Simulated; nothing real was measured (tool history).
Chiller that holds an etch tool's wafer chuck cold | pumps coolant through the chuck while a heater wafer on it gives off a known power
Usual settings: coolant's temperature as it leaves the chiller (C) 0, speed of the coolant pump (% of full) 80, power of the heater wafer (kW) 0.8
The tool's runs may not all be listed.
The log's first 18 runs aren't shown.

run	hour	coolant's temperature as it leaves the chiller (C)	speed of the coolant pump (% of full)	power of the heater wafer (kW)	chuck's temperature once it has settled (C)	how much warmer the coolant comes back (C)
19	528.5	5	92	0.615	10.29	1.26
20	566.5	8	80	0.6	13.48	1.43
21	601.2	2	79	0.561	7.09	1.36
22	624.4	2	92	0.867	9.37	1.76
23	652.5	4	92	0.62	9.18	1.27
24	681.8	4	92	0.62	9.27	1.27
25	701.1	4	92	0.62	9.3	1.27
26	723.8	4	92	0.62	9.28	1.28
27	750.4	-7	70	0.436	-2.62	1.21
28	770.7	-7	70	0.436	-2.81	1.21
29	798.2	0	80	0.5	4.54	1.21
30	832	5	83	0.462	9.15	1.05
31	854.6	0	80	0.626	5.84	1.49

4 ways to go on from here, each from the tool as it stands after run 31. What would each give?
A	891.8	0	69	1.148	?	?
B	891.8	0	63	0.8	?	?
C	891.8	2	73	1.04	?	?
D	891.8	-2	72	0.426	?	?

run	chuck's temperature once it has settled (C)	how much warmer the coolant comes back (C)
A	11.82	3.26
B	8.74	2.5
C	12.39	2.76
D	2.27	1.15
Without the tool's hidden state the same runs would have given:
run	chuck's temperature once it has settled (C)	how much warmer the coolant comes back (C)
A	10.55	3.2
B	7.85	2.45
C	11.29	2.71
D	1.91	1.13
